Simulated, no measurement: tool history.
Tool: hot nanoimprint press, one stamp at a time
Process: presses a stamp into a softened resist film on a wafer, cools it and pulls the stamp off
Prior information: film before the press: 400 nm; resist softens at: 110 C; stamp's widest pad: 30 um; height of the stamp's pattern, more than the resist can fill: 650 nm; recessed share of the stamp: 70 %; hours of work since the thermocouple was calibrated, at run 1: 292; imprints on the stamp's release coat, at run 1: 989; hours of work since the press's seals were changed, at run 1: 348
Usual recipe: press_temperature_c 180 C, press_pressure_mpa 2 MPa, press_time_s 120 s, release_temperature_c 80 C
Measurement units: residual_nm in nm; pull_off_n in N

run,day,press_temperature_c,press_pressure_mpa,press_time_s,release_temperature_c,hours of work since the thermocouple was calibrated,imprints on the stamp's release coat,hours of work since the press's seals were changed,residual_nm,pull_off_n
1,0,180,2,120,80,292,989,348,159.4,138
2,0.396,180,2,120,80,298,1036,354,159.9,144
3,0.667,180,2,120,80,302,1069,358,159.3,140
4,1.1,180,2,120,80,309,1121,365,160.3,145
5,1.679,180,2,120,80,318,1191,374,160.1,140
6,2.179,180,2,120,80,326,1251,382,160.1,135
7,2.771,180,1.31,120,80,336,1323,392,191.4,140
8,3.304,180,1.31,120,80,344,1387,400,191.1,142
9,3.542,179,2,120,80,348,1416,404,170.1,142
10,3.9,187,2,120,80,354,1459,410,106.1,141
11,4.342,180,2,87,80,361,1512,417,182.9,143
12,4.642,180,2,87,80,366,1549,422,183.2,143
13,4.9,180,2,120,80,370,1580,426,161.4,134
14,5.238,180,2.44,120,80,375,1620,431,147.1,139
15,5.538,169,2,120,80,380,1657,436,285.6,140
# day 5.904: plate thermocouple calibrated
16,5.958,169,2,120,80,1,1692,440,286.2,143
17,6.362,169,2,120,80,7,1741,447,286.2,139
18,6.642,169,2,120,80,12,1775,451,285.7,144
19,7.192,180,2,120,69,20,1841,460,161.7,152
20,7.692,180,2,120,69,28,1901,468,162.3,147
21,8.121,180,2,120,69,35,1953,475,161.7,147
22,8.588,180,2,120,69,43,2009,482,162.1,149
23,9.158,179,1.46,64,83,52,2078,491,243.5,144
24,9.512,175,2,120,66,57,2121,497,215,150
25,9.858,182,2,93,80,63,2162,502,161.2,143
26,10.233,182,2,93,80,69,2208,508,161.5,143
27,10.708,182,2,93,80,76,2265,516,161,135
28,10.992,171,2.54,205,68,81,2299,520,203.1,150
29,11.421,180,2.03,120,80,88,2351,527,161.3,140

Forecast each of these 3 alternatives for the next run:
A,11.679,183,2.03,120,66,92,2382,531,?,?
B,11.679,180,2.03,120,78,92,2382,531,?,?
C,11.679,180,2,103,80,92,2382,531,?,?

run,residual_nm,pull_off_n
A,135.6,154
B,161,148
C,172.9,144
Take away the tool's hidden state, keep each run's random variation, and the runs would have read:
run,residual_nm,pull_off_n
A,133.3,151
B,158.3,146
C,170,141
